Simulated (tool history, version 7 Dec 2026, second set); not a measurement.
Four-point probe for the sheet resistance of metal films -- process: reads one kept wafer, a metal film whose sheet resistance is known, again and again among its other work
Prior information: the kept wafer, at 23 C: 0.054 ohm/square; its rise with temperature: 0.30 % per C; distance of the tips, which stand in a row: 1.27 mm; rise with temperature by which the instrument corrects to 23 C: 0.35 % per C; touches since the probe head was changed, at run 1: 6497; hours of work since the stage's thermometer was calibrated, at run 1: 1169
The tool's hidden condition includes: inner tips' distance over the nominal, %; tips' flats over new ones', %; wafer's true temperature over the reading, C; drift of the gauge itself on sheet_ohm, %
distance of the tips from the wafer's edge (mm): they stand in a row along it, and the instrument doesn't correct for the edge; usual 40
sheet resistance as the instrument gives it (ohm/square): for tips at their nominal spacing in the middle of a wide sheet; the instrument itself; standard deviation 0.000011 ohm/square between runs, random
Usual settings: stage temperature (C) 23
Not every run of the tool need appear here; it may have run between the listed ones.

run   hour  stage temperature (C)  distance of the tips from the wafer's edge (mm)  touches since the probe head was changed  hours of work since the stage's thermometer was calibrated  sheet resistance as the instrument gives it (ohm/square)
  1    0.0                     23                                               40                                      6497                                                        1169                                                  0.054031
  2   19.5                     23                                               40                                      7573                                                        1183                                                  0.054019
  3   40.2                     23                                               40                                      8711                                                        1198                                                  0.054019
  4   65.6                     23                                               40                                     10112                                                        1216                                                  0.054027
  5   91.1                     26                                               40                                     11517                                                        1234                                                  0.053950
  6  107.5                     23                                               40                                     12424                                                        1246                                                  0.054021
  7  134.8                     23                                               40                                     13930                                                        1266                                                  0.054016
  8  147.9                     23                                               40                                     14649                                                        1275                                                  0.054040
  9  166.8                     23                                                4                                     15695                                                        1289                                                  0.056780
 10  194.0                     23                                                6                                     17192                                                        1308                                                  0.055271
 11  211.7                     23                                                6                                     18166                                                        1321                                                  0.055291
 12  233.3                     30                                                3                                     19360                                                        1336                                                  0.058523
 13  259.0                     30                                                3                                     20775                                                        1354                                                  0.058501
 14  274.6                     32                                               23                                     21633                                                        1366                                                  0.053857
 15  289.1                     32                                               23                                     22437                                                        1376                                                  0.053857
 16  313.0                     32                                                7                                     23752                                                        1393                                                  0.054706
 17  340.6                     32                                                7                                     25277                                                        1413                                                  0.054693
 18  369.7                     24                                                4                                     26876                                                        1434                                                  0.056702
 19  393.7                     24                                                4                                     28203                                                        1451                                                  0.056744
 20  408.5                     28                                               55                                     29019                                                        1461                                                  0.053884

Run 21 comes next. What will it give?
 21  428.6                     21                                               15                                     30124                                                        1476                                                         ?

{"run 21": {"sheet resistance as the instrument gives it (ohm/square)": 0.054251}}
Were there no unlogged condition in the tool, this run, its random variation unchanged, would have produced sheet resistance as the instrument gives it (ohm/square) 0.054256.
